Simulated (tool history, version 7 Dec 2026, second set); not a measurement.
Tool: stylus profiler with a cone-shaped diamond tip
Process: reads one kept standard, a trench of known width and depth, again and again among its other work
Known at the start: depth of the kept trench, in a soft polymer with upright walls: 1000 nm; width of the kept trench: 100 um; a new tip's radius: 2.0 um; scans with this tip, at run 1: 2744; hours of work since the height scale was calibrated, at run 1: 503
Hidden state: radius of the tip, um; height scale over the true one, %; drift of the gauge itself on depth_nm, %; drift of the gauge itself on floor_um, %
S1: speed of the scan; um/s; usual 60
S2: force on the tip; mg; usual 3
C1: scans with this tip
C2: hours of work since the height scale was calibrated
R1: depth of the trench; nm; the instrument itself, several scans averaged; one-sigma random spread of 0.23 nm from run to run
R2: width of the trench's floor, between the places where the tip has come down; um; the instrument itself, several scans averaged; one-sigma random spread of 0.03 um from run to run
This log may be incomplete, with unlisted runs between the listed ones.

| run | hour | S1 | S2 | C1 | C2 | R1 | R2 |
|---|---|---|---|---|---|---|---|
| 1 | 0 | 60 | 3 | 2744 | 503 | 1007.55 | 95.78 |
| 2 | 20.1 | 60 | 3 | 2817 | 516 | 1007.81 | 95.74 |
| 3 | 33.3 | 60 | 3 | 2865 | 525 | 1008.24 | 95.8 |
| 4 | 51.9 | 60 | 3 | 2932 | 538 | 1007.88 | 95.77 |
| 5 | 74.4 | 60 | 3 | 3013 | 552 | 1007.78 | 95.78 |
| 6 | 88.8 | 60 | 3 | 3066 | 562 | 1007.61 | 95.76 |
| 7 | 107.2 | 189 | 3 | 3132 | 574 | 1007.93 | 95.08 |
| 8 | 127.7 | 23 | 3 | 3206 | 588 | 1007.9 | 95.93 |
| 9 | 141.9 | 23 | 3 | 3258 | 597 | 1007.74 | 95.91 |
| 10 | 158.6 | 23 | 3 | 3318 | 608 | 1007.63 | 95.87 |
| 11 | 180.2 | 23 | 3 | 3396 | 623 | 1007.67 | 95.9 |
| 12 | 191.2 | 60 | 3 | 3436 | 630 | 1007.75 | 95.7 |
| 13 | 215.9 | 225 | 3 | 3526 | 646 | 1007.91 | 94.82 |
| 14 | 229.8 | 225 | 3 | 3576 | 656 | 1007.66 | 94.76 |
| 15 | 245.6 | 22 | 3 | 3633 | 666 | 1007.75 | 95.8 |
| 16 | 264.5 | 22 | 3 | 3702 | 679 | 1007.82 | 95.86 |
| 17 | 280.1 | 186 | 3 | 3758 | 689 | 1007.56 | 94.98 |
| 18 | 300.4 | 186 | 3 | 3831 | 702 | 1007.5 | 94.97 |
| 19 | 322.9 | 186 | 3 | 3913 | 717 | 1007.64 | 95.01 |
| 20 | 342.9 | 60 | 4.09 | 3985 | 731 | 1009.94 | 95.64 |
| 21 | 354.2 | 60 | 4.09 | 4026 | 738 | 1009.8 | 95.64 |
| 22 | 366.9 | 60 | 3 | 4073 | 747 | 1007.56 | 95.65 |
| 23 | 384.5 | 60 | 3 | 4136 | 758 | 1007.42 | 95.57 |
| 24 | 396.1 | 60 | 3 | 4178 | 766 | 1007.57 | 95.59 |
| 25 | 407.6 | 56 | 3 | 4220 | 774 | 1007.47 | 95.58 |
| 26 | 421.5 | 56 | 3 | 4270 | 783 | 1007.45 | 95.64 |
| 27 | 435.3 | 56 | 2.1 | 4320 | 792 | 1005.27 | 95.54 |
| 28 | 453 | 148 | 3.65 | 4384 | 804 | 1008.87 | 95.16 |
| 29 | 472.8 | 148 | 3.65 | 4456 | 817 | 1008.5 | 95.16 |
| 30 | 490.7 | 109 | 3 | 4521 | 829 | 1007.28 | 95.3 |
| 31 | 508.3 | 109 | 3 | 4584 | 840 | 1007.37 | 95.27 |
| 32 | 522.9 | 109 | 3 | 4637 | 850 | 1006.93 | 95.27 |
| 33 | 540.5 | 125 | 4.28 | 4701 | 862 | 1009.6 | 95.24 |
| 34 | 559.9 | 22 | 1.47 | 4771 | 875 | 1003.55 | 95.63 |
| 35 | 574.4 | 26 | 2.8 | 4824 | 884 | 1006.62 | 95.64 |
| 36 | 590.2 | 26 | 2.8 | 4881 | 895 | 1006.52 | 95.59 |
| 37 | 602.2 | 83 | 6.03 | 4924 | 903 | 1012.6 | 95.48 |
| 38 | 619.6 | 20 | 1.79 | 4987 | 914 | 1003.98 | 95.65 |
| 39 | 636.3 | 20 | 1.79 | 5048 | 925 | 1004.05 | 95.63 |
| 40 | 661.1 | 20 | 1.79 | 5137 | 942 | 1003.9 | 95.6 |
| 41 | 677.8 | 157 | 4.44 | 5198 | 953 | 1009.75 | 95.01 |
| 42 | 692.9 | 157 | 4.44 | 5252 | 963 | 1009.86 | 95.05 |
| 43 | 709.4 | 60 | 6.99 | 5312 | 974 | 1014.28 | 95.48 |
| 44 | 730 | 63 | 2.28 | 5387 | 987 | 1005.28 | 95.34 |
| 45 | 754.1 | 68 | 5.64 | 5474 | 1003 | 1011.81 | 95.4 |
| 46 | 764.2 | 121 | 3.92 | 5511 | 1010 | 1008.61 | 95.13 |

Measured minus without-hidden-state, run by run (identical run-to-run variation in each term; gauge scatter may differ):
| run | R1 | R2 |
|---|---|---|
| 1 | -1.58 | -0.44 |
| 2 | -1.6 | -0.46 |
| 3 | -1.64 | -0.47 |
| 4 | -1.66 | -0.47 |
| 5 | -1.7 | -0.48 |
| 6 | -1.73 | -0.49 |
| 7 | -1.76 | -0.5 |
| 8 | -1.79 | -0.52 |
| 9 | -1.82 | -0.53 |
| 10 | -1.84 | -0.53 |
| 11 | -1.88 | -0.54 |
| 12 | -1.9 | -0.55 |
| 13 | -1.94 | -0.56 |
| 14 | -1.97 | -0.58 |
| 15 | -2 | -0.59 |
| 16 | -2.03 | -0.59 |
| 17 | -2.06 | -0.6 |
| 18 | -2.1 | -0.62 |
| 19 | -2.14 | -0.62 |
| 20 | -2.17 | -0.63 |
| 21 | -2.19 | -0.65 |
| 22 | -2.21 | -0.65 |
| 23 | -2.23 | -0.66 |
| 24 | -2.26 | -0.67 |
| 25 | -2.29 | -0.68 |
| 26 | -2.31 | -0.68 |
| 27 | -2.33 | -0.69 |
| 28 | -2.36 | -0.7 |
| 29 | -2.39 | -0.71 |
| 30 | -2.43 | -0.72 |
| 31 | -2.45 | -0.73 |
| 32 | -2.48 | -0.74 |
| 33 | -2.52 | -0.75 |
| 34 | -2.54 | -0.76 |
| 35 | -2.57 | -0.76 |
| 36 | -2.6 | -0.78 |
| 37 | -2.64 | -0.78 |
| 38 | -2.64 | -0.79 |
| 39 | -2.67 | -0.8 |
| 40 | -2.72 | -0.82 |
| 41 | -2.77 | -0.82 |
| 42 | -2.79 | -0.83 |
| 43 | -2.83 | -0.84 |
| 44 | -2.85 | -0.84 |
| 45 | -2.9 | -0.86 |
| 46 | -2.92 | -0.87 |

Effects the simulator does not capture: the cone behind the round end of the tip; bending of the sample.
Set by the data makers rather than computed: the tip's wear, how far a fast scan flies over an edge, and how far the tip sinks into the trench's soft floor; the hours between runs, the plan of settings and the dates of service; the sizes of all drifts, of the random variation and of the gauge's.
